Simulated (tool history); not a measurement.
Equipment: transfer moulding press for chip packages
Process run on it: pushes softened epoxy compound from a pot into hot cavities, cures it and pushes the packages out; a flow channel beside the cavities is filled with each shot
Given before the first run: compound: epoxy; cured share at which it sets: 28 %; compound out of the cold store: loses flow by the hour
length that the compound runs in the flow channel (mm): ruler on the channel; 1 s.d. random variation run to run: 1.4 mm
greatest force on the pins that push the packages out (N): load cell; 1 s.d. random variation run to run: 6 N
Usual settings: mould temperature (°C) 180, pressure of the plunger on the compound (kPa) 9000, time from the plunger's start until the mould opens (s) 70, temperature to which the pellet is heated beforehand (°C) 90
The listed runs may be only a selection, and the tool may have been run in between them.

| run | hour | mould temperature (°C) | pressure of the plunger on the compound (kPa) | time from the plunger's start until the mould opens (s) | temperature to which the pellet is heated beforehand (°C) | incoming compound's hours out of the cold store | length that the compound runs in the flow channel (mm) | greatest force on the pins that push the packages out (N) |
|---|---|---|---|---|---|---|---|---|
| 1 | 0.0 | 180 | 9000 | 70 | 90 | 43.5 | 440 | 211 |
| 2 | 10.2 | 180 | 9000 | 70 | 90 | 44.9 | 436 | 275 |
| 3 | 20.3 | 180 | 9000 | 94 | 90 | 22.7 | 506 | 291 |
| 4 | 26.5 | 180 | 9000 | 94 | 90 | 20.8 | 509 | 308 |
| 5 | 34.4 | 180 | 9000 | 94 | 90 | 36.3 | 459 | 335 |
| 6 | 41.4 | 180 | 9000 | 94 | 90 | 22.6 | 501 | 336 |
| 7 | 49.7 | 180 | 9000 | 70 | 90 | 13.6 | 535 | 382 |
| 8 | 58.8 | 182 | 9000 | 70 | 90 | 37.7 | 453 | 377 |
| 9 | 64.5 | 180 | 9000 | 70 | 98 | 40.7 | 445 | 399 |
|  | 71.8 | cavities cleaned with cleaning compound and waxed |
| 10 | 75.1 | 180 | 9000 | 70 | 98 | 16.0 | 524 | 251 |
| 11 | 82.5 | 180 | 9000 | 70 | 98 | 28.1 | 486 | 299 |
| 12 | 88.4 | 180 | 9000 | 51 | 90 | 19.8 | 510 | 527 |
| 13 | 95.1 | 180 | 9000 | 51 | 90 | 46.1 | 430 | 518 |
| 14 | 100.2 | 180 | 9000 | 51 | 90 | 19.2 | 512 | 611 |
| 15 | 108.9 | 187 | 8370 | 58 | 84 | 35.4 | 435 | 358 |
| 16 | 114.3 | 174 | 9000 | 70 | 88 | 28.7 | 488 | 484 |
| 17 | 123.5 | 174 | 9000 | 70 | 88 | 39.5 | 455 | 482 |
| 18 | 130.3 | 180 | 7020 | 53 | 90 | 41.5 | 388 | 556 |
| 19 | 140.1 | 186 | 7020 | 107 | 90 | 33.5 | 406 | 334 |
|  | 143.4 | cavities cleaned with cleaning compound and waxed |
| 20 | 149.8 | 187 | 9450 | 53 | 93 | 13.0 | 534 | 295 |
|  | 154.4 | plunger's sealing rings changed |
| 21 | 160.6 | 187 | 9450 | 53 | 93 | 46.4 | 446 | 315 |
| 22 | 168.3 | 187 | 9450 | 53 | 93 | 39.8 | 462 | 349 |
| 23 | 173.3 | 174 | 9450 | 50 | 87 | 29.9 | 510 | 883 |
| 24 | 183.1 | 174 | 9450 | 50 | 87 | 46.3 | 459 | 872 |
| 25 | 188.1 | 174 | 9450 | 50 | 87 | 47.4 | 454 | 894 |
| 26 | 193.9 | 176 | 9000 | 63 | 82 | 17.4 | 536 | 544 |
| 27 | 203.6 | 176 | 9000 | 63 | 82 | 38.9 | 466 | 532 |
| 28 | 211.6 | 176 | 9000 | 63 | 82 | 42.3 | 456 | 518 |

Forecast each of these 4 alternatives for the next run:
|  | 217.7 | cavities cleaned with cleaning compound and waxed |
| A | 221.9 | 180 | 9260 | 101 | 90 | 43.0 | ? | ? |
|  | 217.7 | cavities cleaned with cleaning compound and waxed |
| B | 221.9 | 180 | 9800 | 94 | 94 | 37.1 | ? | ? |
|  | 217.7 | cavities cleaned with cleaning compound and waxed |
| C | 221.9 | 173 | 9000 | 67 | 86 | 29.2 | ? | ? |
|  | 217.7 | cavities cleaned with cleaning compound and waxed |
| D | 221.9 | 180 | 9000 | 70 | 82 | 10.8 | ? | ? |

| run | length that the compound runs in the flow channel (mm) | greatest force on the pins that push the packages out (N) |
|---|---|---|
| A | 454 | 229 |
| B | 487 | 220 |
| C | 501 | 377 |
| D | 555 | 268 |
Had the tool no hidden state, the same runs would have come out as:
| run | length that the compound runs in the flow channel (mm) | greatest force on the pins that push the packages out (N) |
|---|---|---|
| A | 458 | 200 |
| B | 492 | 193 |
| C | 506 | 329 |
| D | 560 | 233 |

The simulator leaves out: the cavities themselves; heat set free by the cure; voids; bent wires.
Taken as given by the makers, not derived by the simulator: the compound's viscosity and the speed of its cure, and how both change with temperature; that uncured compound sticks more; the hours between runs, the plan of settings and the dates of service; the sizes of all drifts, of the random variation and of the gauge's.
